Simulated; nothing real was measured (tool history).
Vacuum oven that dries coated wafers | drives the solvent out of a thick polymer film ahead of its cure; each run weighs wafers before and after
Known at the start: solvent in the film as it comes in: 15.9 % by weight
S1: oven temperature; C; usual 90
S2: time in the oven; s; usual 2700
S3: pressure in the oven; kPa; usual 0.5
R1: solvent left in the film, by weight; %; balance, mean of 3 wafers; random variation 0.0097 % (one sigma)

| run | hour | S1 | S2 | S3 | R1 |
|---|---|---|---|---|---|
| 1 | 0 | 90 | 2700 | 0.5 | 0.74 |
| 2 | 43.4 | 90 | 2700 | 0.5 | 0.733 |
| 3 | 102.2 | 90 | 2700 | 0.5 | 0.727 |
| 4 | 148.7 | 90 | 2700 | 0.602 | 0.786 |
| 5 | 200.1 | 90 | 2700 | 0.602 | 0.774 |
| 6 | 276.4 | 90 | 2700 | 0.602 | 0.766 |
|  | 341.5 | vacuum gauge cleaned of residue and calibrated |
| 7 | 355.9 | 90 | 2700 | 0.602 | 0.666 |
| 8 | 433 | 90 | 2700 | 0.602 | 0.661 |
| 9 | 500.4 | 90 | 2700 | 0.5 | 0.622 |
| 10 | 532.6 | 90 | 2700 | 1.826 | 1.176 |
| 11 | 590.6 | 90 | 3660 | 0.5 | 0.345 |
| 12 | 637.3 | 90 | 3660 | 0.5 | 0.338 |
| 13 | 676.4 | 90 | 3660 | 0.5 | 0.34 |
| 14 | 727.7 | 90 | 3660 | 0.5 | 0.317 |
| 15 | 793.5 | 90 | 3660 | 0.5 | 0.349 |
| 16 | 852.6 | 90 | 3660 | 0.5 | 0.366 |
| 17 | 930.8 | 90 | 2700 | 0.5 | 0.619 |
| 18 | 969.4 | 90 | 2700 | 0.5 | 0.614 |
|  | 987.6 | oven's thermocouples calibrated |
| 19 | 1042 | 90 | 2700 | 0.5 | 0.667 |
| 20 | 1079.3 | 90 | 2700 | 0.5 | 0.652 |
| 21 | 1116.3 | 90 | 2700 | 0.5 | 0.658 |
| 22 | 1164.5 | 90 | 2700 | 0.5 | 0.66 |
| 23 | 1241.4 | 90 | 1860 | 0.5 | 1.418 |
| 24 | 1301.5 | 90 | 3840 | 0.5 | 0.35 |
| 25 | 1376.1 | 90 | 3840 | 0.5 | 0.345 |
| 26 | 1442.8 | 76 | 2460 | 0.384 | 3.393 |
| 27 | 1514.1 | 93 | 2700 | 1.474 | 0.809 |
| 28 | 1585.7 | 98 | 4140 | 0.5 | 0.174 |
| 29 | 1654.4 | 100 | 2520 | 0.279 | 0.155 |
| 30 | 1725 | 104 | 2760 | 0.374 | 0.131 |
| 31 | 1784.2 | 104 | 2760 | 0.374 | 0.13 |
| 32 | 1860.4 | 90 | 2640 | 0.858 | 0.82 |
| 33 | 1910.4 | 90 | 2640 | 0.858 | 0.831 |
| 34 | 1961.7 | 90 | 2640 | 0.858 | 0.822 |
|  | 1988.8 | oven's thermocouples calibrated |
| 35 | 2023 | 90 | 2460 | 0.5 | 0.9 |
| 36 | 2077.9 | 89 | 2520 | 0.5 | 0.966 |
| 37 | 2138.1 | 75 | 3240 | 0.404 | 2.737 |
| 38 | 2194.4 | 90 | 2220 | 1.478 | 1.513 |
| 39 | 2255.9 | 88 | 2880 | 1.685 | 1.388 |
| 40 | 2324.1 | 104 | 2340 | 0.385 | 0.171 |
| 41 | 2400.8 | 96 | 2520 | 1.037 | 0.601 |
| 42 | 2453.3 | 90 | 2700 | 1.279 | 1.061 |
| 43 | 2511.2 | 104 | 3660 | 1.179 | 0.362 |
| 44 | 2576.9 | 90 | 2880 | 0.965 | 0.849 |
| 45 | 2631.9 | 105 | 2880 | 0.68 | 0.237 |
| 46 | 2690.5 | 80 | 2880 | 0.68 | 2.145 |

Forecast each of these 5 alternatives for the next run:
| A | 2735.1 | 99 | 2700 | 0.5 | ? |
| B | 2735.1 | 80 | 2880 | 0.877 | ? |
| C | 2735.1 | 90 | 2700 | 0.819 | ? |
| D | 2735.1 | 80 | 2880 | 0.255 | ? |
| E | 2735.1 | 90 | 2940 | 0.5 | ? |

| run | R1 |
|---|---|
| A | 0.268 |
| B | 2.262 |
| C | 0.85 |
| D | 1.906 |
| E | 0.621 |
Without the tool's hidden state the same runs would have given:
| run | R1 |
|---|---|
| A | 0.199 |
| B | 2.117 |
| C | 0.751 |
| D | 1.762 |
| E | 0.523 |
